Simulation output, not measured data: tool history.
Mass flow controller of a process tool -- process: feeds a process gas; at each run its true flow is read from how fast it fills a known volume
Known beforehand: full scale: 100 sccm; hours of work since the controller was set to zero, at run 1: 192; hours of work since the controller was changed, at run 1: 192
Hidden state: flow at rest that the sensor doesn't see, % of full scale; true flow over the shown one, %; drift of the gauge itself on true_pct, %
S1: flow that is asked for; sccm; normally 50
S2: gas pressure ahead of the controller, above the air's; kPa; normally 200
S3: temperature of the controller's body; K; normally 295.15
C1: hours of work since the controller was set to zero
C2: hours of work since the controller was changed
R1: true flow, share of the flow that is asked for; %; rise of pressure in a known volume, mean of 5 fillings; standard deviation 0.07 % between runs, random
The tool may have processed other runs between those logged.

run    hour  S1   S2      S3    C1    C2     R1
  1       0  50  200  295.15   192   192  98.26
  2    39.6  50  200  295.15   206   206  98.03
  3    82.2  50  200  305.15   222   222  99.05
  4   168.7  14  200  295.15   253   253  97.45
  5   207.4  14  200  295.15   267   267  97.42
  6   285.6  14  200  295.15   296   296  97.42
  7   328.7  14  200  302.15   311   311  98.06
  8   393.3  14  200  302.15   335   335  98.04
  9   472.4  50  200  304.15   364   364     99
 10   524.9  50  204  295.15   383   383  98.15
 11   568.3  50  204  295.15   399   399  98.23
 12   609.1  60  200  295.15   414   414  98.29
 13   656.1  60  200  295.15   431   431  98.37
 14   734.2  60  200  295.15   459   459  98.32
 15   805.5  60  200  295.15   485   485  98.29
 16     889  60  200  295.15   515   515  98.26
 17   974.4  50  200  295.15   547   547  98.05
 18  1032.7  50  200  295.15   568   568  98.05
 19  1078.3  50  200  295.15   584   584  98.19
 20  1121.7  50  200  295.15   600   600  98.04
 21  1185.3  50  200  295.15   623   623  97.95
 22  1251.5  50  200  295.15   647   647   97.9
 23  1305.4  50  200  295.15   667   667  98.12
 24  1343.1  50  200  295.15   681   681  97.99
 25  1391.2  50  200  295.15   698   698  97.99
 26  1473.2  50  200  295.15   728   728     98
 27  1552.5  50  200  295.15   757   757  97.95
 28    1610  50  200  295.15   778   778  97.91
 29  1660.6  50  200  295.15   796   796  98.05
 30  1735.2  50  200  295.15   823   823  97.94
 31  1814.5  45  200  295.15   852   852  97.79
 32  1889.4  16  218  294.15   880   880  97.25
 33  1934.1  13  224  295.15   896   896  97.72
 34  2019.4  13  224  295.15   927   927  97.68
 35  2068.6  13  267  295.15   945   945  97.74
 36  2134.5  50  246  299.15   969   969  98.35
 37  2179.4  50  246  299.15   985   985  98.29
 38  2244.9  50  246  299.15  1009  1009  98.39
 39  2304.1  12  160  296.15  1031  1031  97.73
 40  2350.5  10  250  307.15  1047  1047  99.14
 41  2437.3  32  198  305.15  1079  1079  98.38
 42  2513.9  22  198  304.15  1107  1107  98.38
 43  2558.3  30  198  304.15  1123  1123  98.36
 44  2619.7  50  144  296.15  1145  1145  97.99
 45  2701.4  50  230  297.15  1175  1175   98.1
 46  2736.5  21  253  305.15  1188  1188  98.68
 47  2807.8  76  253  297.15  1214  1214   98.8
 48  2881.3  76  253  297.15  1241  1241  98.87
 49  2935.5  76  230  297.15  1260  1260  98.73

Each row is a separate what-if for the run after 49, all from the same tool condition, not one after another. Results?
  A  2983.7  50  200  297.15  1278  1278   ?
  B  2983.7  50  221  295.15  1278  1278   ?
  C  2983.7  35  230  293.15  1278  1278   ?

run     R1
  A  98.03
  B  97.83
  C  97.32
Stripped of hidden state, with their random variation kept, the same runs would have yielded:
run     R1
  A  98.59
  B  98.39
  C  97.74
